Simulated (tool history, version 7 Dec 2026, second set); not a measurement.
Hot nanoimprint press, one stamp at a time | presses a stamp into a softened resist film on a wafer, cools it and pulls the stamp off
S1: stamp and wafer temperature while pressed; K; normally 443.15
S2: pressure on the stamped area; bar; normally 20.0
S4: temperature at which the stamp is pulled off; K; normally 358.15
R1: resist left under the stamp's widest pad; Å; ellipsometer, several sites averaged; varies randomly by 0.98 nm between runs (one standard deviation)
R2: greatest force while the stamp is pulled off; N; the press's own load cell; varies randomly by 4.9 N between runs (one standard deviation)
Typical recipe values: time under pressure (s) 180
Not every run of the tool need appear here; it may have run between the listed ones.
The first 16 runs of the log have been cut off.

Run 17, hour 207.8: usual settings but S2 28.3 bar, S4 355.15 K. Result: R1 1185 Å, R2 285 N.
Run 18, hour 224.3: usual settings but S2 28.3 bar, S4 355.15 K. Result: R1 1177 Å, R2 284 N.
Run 19, hour 240.3: usual settings but S2 15.9 bar, S4 353.15 K. Result: R1 1515 Å, R2 298 N.
Run 20, hour 248.8: usual settings but S1 437.15 K, S2 19.4 bar, time under pressure (s) 116, S4 350.15 K. Result: R1 2182 Å, R2 321 N.
Run 21, hour 256.8: usual settings but S1 446.15 K. Result: R1 1141 Å, R2 266 N.
Run 22, hour 269.9: usual settings but S1 439.15 K, time under pressure (s) 125. Result: R1 1930 Å, R2 279 N.
Run 23, hour 285.8: usual settings but S1 439.15 K, time under pressure (s) 125. Result: R1 1915 Å, R2 274 N.
Run 24, hour 294.3: usual settings but time under pressure (s) 263. Result: R1 1203 Å, R2 274 N.
Run 25, hour 302.3: usual settings but S2 16.1 bar, time under pressure (s) 263, S4 355.15 K. Result: R1 1315 Å, R2 292 N.
Run 26, hour 312.9: usual settings but S2 14.9 bar, time under pressure (s) 263, S4 355.15 K. Result: R1 1355 Å, R2 289 N.
Run 27, hour 328.5: usual settings but S2 14.9 bar, time under pressure (s) 263, S4 355.15 K. Result: R1 1352 Å, R2 295 N.
Run 28, hour 346.6: usual settings but S2 14.9 bar, time under pressure (s) 263, S4 355.15 K. Result: R1 1361 Å, R2 300 N.
Run 29, hour 359.1: usual settings but S2 17.2 bar, time under pressure (s) 263, S4 355.15 K. Result: R1 1274 Å, R2 304 N.
Run 30, hour 370.5: usual settings but S1 439.15 K, S2 18.4 bar, time under pressure (s) 92, S4 354.15 K. Result: R1 2130 Å, R2 304 N.
Run 31, hour 382.8: usual settings but S1 449.15 K, S2 18.4 bar, time under pressure (s) 92, S4 364.15 K. Result: R1 1257 Å, R2 237 N.

Below are 3 alternative next runs, each starting from the tool's condition after run 31. Predict each:
Run A, hour 395.7: usual settings but S1 449.15 K, S2 13.3 bar, time under pressure (s) 181, S4 364.15 K. Result: R1 ?, R2 ?.
Run B, hour 395.7: usual settings but S1 449.15 K, S2 18.4 bar, time under pressure (s) 245, S4 364.15 K. Result: R1 ?, R2 ?.
Run C, hour 395.7: usual settings but S1 447.15 K, time under pressure (s) 131, S4 349.15 K. Result: R1 ?, R2 ?.

run    R1   R2
  A  1158  235
  B   869  226
  C  1212  344
Without the tool's hidden state the same runs would have given:
run    R1   R2
  A  1194  202
  B   895  194
  C  1246  294
